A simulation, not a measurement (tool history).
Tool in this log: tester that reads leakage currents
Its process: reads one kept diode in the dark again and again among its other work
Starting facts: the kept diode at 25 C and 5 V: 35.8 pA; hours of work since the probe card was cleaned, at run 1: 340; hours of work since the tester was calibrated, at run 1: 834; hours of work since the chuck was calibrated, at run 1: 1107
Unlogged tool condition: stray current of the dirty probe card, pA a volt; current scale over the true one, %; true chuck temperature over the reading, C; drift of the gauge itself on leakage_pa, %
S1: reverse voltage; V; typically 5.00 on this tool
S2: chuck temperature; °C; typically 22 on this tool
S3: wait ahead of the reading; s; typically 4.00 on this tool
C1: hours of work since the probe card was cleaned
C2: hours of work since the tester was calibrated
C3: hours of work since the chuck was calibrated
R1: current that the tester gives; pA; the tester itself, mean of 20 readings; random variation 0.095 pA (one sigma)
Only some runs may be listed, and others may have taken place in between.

Run 1, hour 0.0: usual settings; C1 340; C2 834; C3 1107. Result: R1 26.70 pA.
Run 2, hour 31.6: usual settings but S3 3.98 s; C1 363; C2 856; C3 1129. Result: R1 27.01 pA.
Run 3, hour 70.8: usual settings but S3 3.98 s; C1 390; C2 883; C3 1156. Result: R1 26.71 pA.
Run 4, hour 132.1: usual settings but S3 3.98 s; C1 433; C2 926; C3 1200. Result: R1 26.60 pA.
Run 5, hour 202.4: usual settings; C1 482; C2 976; C3 1249. Result: R1 26.73 pA.
Run 6, hour 264.6: usual settings but S3 0.34 s; C1 526; C2 1019; C3 1292. Result: R1 27.59 pA.
Run 7, hour 301.4: usual settings but S3 0.70 s; C1 552; C2 1045; C3 1318. Result: R1 27.18 pA.
Run 8, hour 337.9: usual settings but S1 2.54 V; C1 577; C2 1070; C3 1344. Result: R1 19.86 pA.
Run 9, hour 397.3: usual settings but S1 2.54 V; C1 619; C2 1112; C3 1385. Result: R1 19.91 pA.
Run 10, hour 439.9: usual settings but S1 2.54 V; C1 649; C2 1142; C3 1415. Result: R1 20.03 pA.
Run 11, hour 498.2: usual settings; C1 690; C2 1183; C3 1456. Result: R1 26.96 pA.
Run 12, hour 531.0: usual settings; C1 713; C2 1206; C3 1479. Result: R1 26.87 pA.
Run 13, hour 561.6: usual settings but S3 0.54 s; C1 734; C2 1227; C3 1501. Result: R1 27.31 pA.
Run 14, hour 622.8: usual settings but S3 0.54 s; C1 777; C2 1270; C3 1544. Result: R1 27.25 pA.
Run 15, hour 691.6: usual settings but S2 38 °C, S3 0.54 s; C1 825; C2 1318; C3 1592. Result: R1 121.12 pA.
Run 16, hour 755.2: usual settings; C1 870; C2 1363; C3 1636. Result: R1 26.72 pA.
Run 17, hour 789.9: usual settings; C1 894; C2 1387; C3 1661. Result: R1 26.78 pA.
Run 18, hour 832.8: usual settings but S2 39 °C; C1 924; C2 1417; C3 1691. Result: R1 131.92 pA.
Run 19, hour 872.0: usual settings; C1 952; C2 1445; C3 1718. Result: R1 26.82 pA.
Run 20, hour 917.3: usual settings but S1 7.26 V, S3 7.58 s; C1 984; C2 1477; C3 1750. Result: R1 31.67 pA.
At hour 956.9: chuck's temperature calibrated.
Run 21, hour 984.1: usual settings but S1 7.26 V, S3 7.58 s; C1 1029; C2 1522; C3 19. Result: R1 31.56 pA.
Run 22, hour 1017.8: usual settings but S1 16.33 V, S2 38 °C, S3 7.31 s; C1 1053; C2 1546; C3 43. Result: R1 203.65 pA.
Run 23, hour 1084.6: usual settings but S1 17.27 V, S3 1.14 s; C1 1099; C2 1593; C3 90. Result: R1 46.91 pA.
Run 24, hour 1154.9: usual settings but S1 17.27 V, S3 1.14 s; C1 1149; C2 1642; C3 139. Result: R1 47.14 pA.
Run 25, hour 1225.3: usual settings but S1 10.05 V, S2 31 °C, S3 0.33 s; C1 1198; C2 1691; C3 188. Result: R1 87.66 pA.
Run 26, hour 1293.4: usual settings but S1 10.05 V, S2 31 °C, S3 2.61 s; C1 1246; C2 1739; C3 236. Result: R1 86.76 pA.
Run 27, hour 1339.8: usual settings but S1 1.18 V, S2 49 °C, S3 1.61 s; C1 1278; C2 1772; C3 268. Result: R1 167.48 pA.
Run 28, hour 1411.7: usual settings but S1 1.18 V, S2 26 °C, S3 3.41 s; C1 1329; C2 1822; C3 319. Result: R1 21.15 pA.
Run 29, hour 1451.9: usual settings but S1 1.18 V, S2 26 °C, S3 3.41 s; C1 1357; C2 1850; C3 347. Result: R1 21.25 pA.
Run 30, hour 1485.5: usual settings but S2 40 °C; C1 1381; C2 1874; C3 371. Result: R1 144.30 pA.
Run 31, hour 1536.1: usual settings but S1 19.32 V, S2 24 °C, S3 0.39 s; C1 1416; C2 1909; C3 406. Result: R1 61.60 pA.
Run 32, hour 1587.2: usual settings but S1 1.17 V, S2 27 °C, S3 3.97 s; C1 1452; C2 1945; C3 442. Result: R1 23.05 pA.
Run 33, hour 1646.6: usual settings but S1 1.17 V, S2 27 °C, S3 3.97 s; C1 1493; C2 1987; C3 484. Result: R1 23.12 pA.
Run 34, hour 1712.3: usual settings but S1 14.87 V, S2 37 °C, S3 3.97 s; C1 1540; C2 2033; C3 530. Result: R1 177.96 pA.
At hour 1724.0: tester calibrated.
Run 35, hour 1756.2: usual settings but S1 9.10 V, S2 23 °C, S3 1.21 s; C1 1569; C2 23; C3 559. Result: R1 38.84 pA.
Run 36, hour 1796.2: usual settings but S1 17.74 V, S3 9.68 s; C1 1597; C2 51; C3 587. Result: R1 46.62 pA.

Expected results for the next run?
Run 37, hour 1852.9: usual settings but S1 17.74 V, S3 9.68 s; C1 1637; C2 90; C3 627. Result: R1 ?.

{"run 37": {"R1": 46.53}}
Had the tool carried no hidden state, the very same run would have given R1 46.46 pA.
